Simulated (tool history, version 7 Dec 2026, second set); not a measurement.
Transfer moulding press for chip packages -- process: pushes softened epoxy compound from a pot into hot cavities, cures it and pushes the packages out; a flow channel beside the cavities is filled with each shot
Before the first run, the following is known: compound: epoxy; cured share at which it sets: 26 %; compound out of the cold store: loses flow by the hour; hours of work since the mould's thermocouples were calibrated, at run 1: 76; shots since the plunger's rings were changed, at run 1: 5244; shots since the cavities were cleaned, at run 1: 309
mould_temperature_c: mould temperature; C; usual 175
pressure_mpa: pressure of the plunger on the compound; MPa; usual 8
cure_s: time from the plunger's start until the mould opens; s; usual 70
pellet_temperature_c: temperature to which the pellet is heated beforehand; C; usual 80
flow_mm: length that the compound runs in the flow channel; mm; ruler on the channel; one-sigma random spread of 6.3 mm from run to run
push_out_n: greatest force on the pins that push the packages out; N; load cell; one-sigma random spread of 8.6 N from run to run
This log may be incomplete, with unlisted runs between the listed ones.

| run | hour | mould_temperature_c | pressure_mpa | cure_s | pellet_temperature_c | hours of work since the mould's thermocouples were calibrated | shots since the plunger's rings were changed | shots since the cavities were cleaned | incoming compound's hours out of the cold store | flow_mm | push_out_n |
|---|---|---|---|---|---|---|---|---|---|---|---|
| 1 | 0 | 175 | 8 | 70 | 80 | 76 | 5244 | 309 | 45.9 | 591 | 543 |
|  | 22.8 | cavities cleaned with cleaning compound and waxed |
| 2 | 32.6 | 175 | 8 | 70 | 80 | 95 | 5703 | 145 | 33.9 | 619 | 472 |
| 3 | 57.3 | 175 | 8 | 70 | 80 | 110 | 6067 | 509 | 24.1 | 657 | 598 |
|  | 66.7 | cavities cleaned with cleaning compound and waxed |
| 4 | 81.1 | 175 | 8 | 70 | 80 | 123 | 6397 | 212 | 25.7 | 637 | 508 |
|  | 112.3 | cavities cleaned with cleaning compound and waxed |
| 5 | 112.3 | 175 | 8.28 | 70 | 80 | 141 | 6835 | 0 | 30.1 | 627 | 368 |
|  | 119.4 | plunger's sealing rings changed |
| 6 | 152.3 | 175 | 8 | 70 | 80 | 164 | 486 | 553 | 19 | 748 | 639 |
|  | 159.6 | cavities cleaned with cleaning compound and waxed |
| 7 | 183.1 | 175 | 9.86 | 70 | 80 | 182 | 917 | 345 | 19.9 | 821 | 541 |
|  | 206.1 | cavities cleaned with cleaning compound and waxed |
| 8 | 206.3 | 175 | 9.86 | 70 | 80 | 195 | 1238 | 2 | 38.2 | 720 | 386 |
| 9 | 236.7 | 175 | 9.86 | 70 | 80 | 213 | 1687 | 451 | 11.5 | 857 | 604 |
|  | 250.2 | cavities cleaned with cleaning compound and waxed |
| 10 | 268.3 | 175 | 9.86 | 70 | 80 | 232 | 2131 | 268 | 36.4 | 730 | 494 |
|  | 297.1 | cavities cleaned with cleaning compound and waxed |
| 11 | 318.4 | 175 | 9.86 | 70 | 80 | 261 | 2847 | 314 | 47.9 | 685 | 539 |
|  | 340.9 | cavities cleaned with cleaning compound and waxed |
| 12 | 363.8 | 175 | 9.86 | 70 | 80 | 288 | 3496 | 339 | 40.5 | 691 | 518 |
|  | 388.1 | cavities cleaned with cleaning compound and waxed |
| 13 | 406 | 175 | 8 | 70 | 80 | 312 | 4095 | 263 | 35.5 | 627 | 499 |
|  | 434.2 | cavities cleaned with cleaning compound and waxed |
| 14 | 434.6 | 175 | 8 | 70 | 80 | 329 | 4495 | 5 | 37.7 | 626 | 381 |
|  | 480.1 | mould's thermocouples calibrated |
|  | 481.6 | cavities cleaned with cleaning compound and waxed |
| 15 | 486.9 | 175 | 8.71 | 70 | 80 | 3 | 5215 | 78 | 9.8 | 740 | 466 |
| 16 | 514.3 | 175 | 6.76 | 65 | 80 | 20 | 5619 | 482 | 37.3 | 552 | 672 |
|  | 527.6 | cavities cleaned with cleaning compound and waxed |
| 17 | 555.7 | 175 | 6.76 | 65 | 80 | 44 | 6207 | 413 | 43.4 | 532 | 639 |
|  | 573 | cavities cleaned with cleaning compound and waxed |
| 18 | 594.4 | 175 | 8 | 66 | 87 | 66 | 6757 | 317 | 34.2 | 605 | 598 |
|  | 609.2 | plunger's sealing rings changed |
|  | 621.1 | cavities cleaned with cleaning compound and waxed |
| 19 | 636 | 175 | 6.25 | 75 | 80 | 89 | 373 | 221 | 24.2 | 635 | 480 |
|  | 666.2 | cavities cleaned with cleaning compound and waxed |
| 20 | 674.6 | 175 | 6.5 | 70 | 76 | 112 | 920 | 123 | 45.9 | 581 | 458 |
| 21 | 696.6 | 175 | 6.5 | 70 | 76 | 125 | 1245 | 448 | 8.2 | 709 | 631 |
|  | 711.1 | cavities cleaned with cleaning compound and waxed |
| 22 | 726.7 | 175 | 6.5 | 70 | 76 | 142 | 1667 | 231 | 29.4 | 620 | 512 |
|  | 755.5 | cavities cleaned with cleaning compound and waxed |
| 23 | 755.6 | 176 | 9.57 | 64 | 71 | 159 | 2071 | 1 | 32 | 745 | 428 |
|  | 799 | cavities cleaned with cleaning compound and waxed |
| 24 | 805.7 | 176 | 9.57 | 64 | 71 | 188 | 2788 | 99 | 45.6 | 670 | 459 |
| 25 | 838.3 | 167 | 6.45 | 51 | 88 | 208 | 3268 | 579 | 41.4 | 572 | 1744 |
|  | 843.8 | cavities cleaned with cleaning compound and waxed |
| 26 | 875.3 | 175 | 7.42 | 70 | 80 | 230 | 3792 | 465 | 23.6 | 654 | 619 |
|  | 889 | cavities cleaned with cleaning compound and waxed |
| 27 | 925.5 | 175 | 6.79 | 67 | 80 | 259 | 4511 | 538 | 27.7 | 619 | 685 |

Below are 3 alternative next runs, each starting from the tool's condition after run 27. Predict each:
|  | 932.7 | cavities cleaned with cleaning compound and waxed |
| A | 950.3 | 170 | 9.26 | 70 | 80 | 273 | 4854 | 259 | 24.8 | ? | ? |
|  | 932.7 | cavities cleaned with cleaning compound and waxed |
| B | 950.3 | 172 | 7.44 | 67 | 80 | 273 | 4854 | 259 | 23.2 | ? | ? |
|  | 932.7 | cavities cleaned with cleaning compound and waxed |
| C | 950.3 | 177 | 9.23 | 90 | 80 | 273 | 4854 | 259 | 10.1 | ? | ? |

| run | flow_mm | push_out_n |
|---|---|---|
| A | 733 | 680 |
| B | 652 | 638 |
| C | 768 | 453 |
Without the tool's unlogged condition, the same runs would have read:
| run | flow_mm | push_out_n |
|---|---|---|
| A | 810 | 507 |
| B | 720 | 474 |
| C | 849 | 332 |

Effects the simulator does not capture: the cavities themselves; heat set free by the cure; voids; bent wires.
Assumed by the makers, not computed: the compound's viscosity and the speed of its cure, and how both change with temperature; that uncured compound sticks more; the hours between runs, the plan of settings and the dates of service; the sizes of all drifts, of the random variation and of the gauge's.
